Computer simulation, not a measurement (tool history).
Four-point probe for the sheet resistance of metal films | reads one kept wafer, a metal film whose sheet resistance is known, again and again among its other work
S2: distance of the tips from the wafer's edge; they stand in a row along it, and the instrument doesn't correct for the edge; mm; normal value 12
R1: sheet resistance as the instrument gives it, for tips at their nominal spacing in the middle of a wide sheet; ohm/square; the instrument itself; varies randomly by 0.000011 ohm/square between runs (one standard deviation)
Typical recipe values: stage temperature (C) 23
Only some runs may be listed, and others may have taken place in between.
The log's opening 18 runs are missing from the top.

{"run": 19, "hour": 281.9, "stage temperature (C)": 35, "S2": 9, "R1": 0.062727}
{"run": 20, "hour": 301.0, "stage temperature (C)": 18, "S2": 4, "R1": 0.062679}
{"run": 21, "hour": 316.2, "stage temperature (C)": 18, "S2": 4, "R1": 0.062661}
{"run": 22, "hour": 332.4, "stage temperature (C)": 20, "S2": 4, "R1": 0.062739}
{"run": 23, "hour": 351.7, "stage temperature (C)": 18, "S2": 3, "R1": 0.063074}
{"run": 24, "hour": 369.3, "stage temperature (C)": 18, "S2": 3, "R1": 0.063069}
{"run": 25, "hour": 384.5, "stage temperature (C)": 19, "S2": 3, "R1": 0.063108}
{"run": 26, "hour": 393.5, "stage temperature (C)": 19, "S2": 7, "R1": 0.06235}
{"run": 27, "hour": 409.8, "stage temperature (C)": 19, "S2": 7, "R1": 0.062363}
{"run": 28, "hour": 423.4, "stage temperature (C)": 34, "S2": 22, "R1": 0.062617}
{"run": 29, "hour": 444.0, "stage temperature (C)": 20, "S2": 21, "R1": 0.062227}
{"run": 30, "hour": 460.7, "stage temperature (C)": 23, "S2": 22, "R1": 0.06232}
{"run": 31, "hour": 477.6, "stage temperature (C)": 28, "S2": 10, "R1": 0.062541}
{"run": 32, "hour": 490.0, "stage temperature (C)": 27, "S2": 8, "R1": 0.06255}
{"run": 33, "hour": 511.0, "stage temperature (C)": 35, "S2": 60, "R1": 0.062663}
{"run": 34, "hour": 525.4, "stage temperature (C)": 18, "S2": 73, "R1": 0.062158}

5 ways to go on from here, each from the tool as it stands after run 34. What would each give?
{"run": "A", "hour": 544.0, "stage temperature (C)": 28, "S2": 23, "R1": "?"}
{"run": "B", "hour": 544.0, "stage temperature (C)": 29, "S2": 58, "R1": "?"}
{"run": "C", "hour": 544.0, "stage temperature (C)": 25, "S2": 67, "R1": "?"}
{"run": "D", "hour": 544.0, "stage temperature (C)": 23, "S2": 3, "R1": "?"}
{"run": "E", "hour": 544.0, "stage temperature (C)": 31, "S2": 61, "R1": "?"}

run=A R1=0.06245
run=B R1=0.062467
run=C R1=0.062363
run=D R1=0.063203
run=E R1=0.062525
With the hidden condition removed and each run's random variation left untouched, the same runs would have given:
run=A R1=0.062444
run=B R1=0.062461
run=C R1=0.062358
run=D R1=0.063198
run=E R1=0.062519

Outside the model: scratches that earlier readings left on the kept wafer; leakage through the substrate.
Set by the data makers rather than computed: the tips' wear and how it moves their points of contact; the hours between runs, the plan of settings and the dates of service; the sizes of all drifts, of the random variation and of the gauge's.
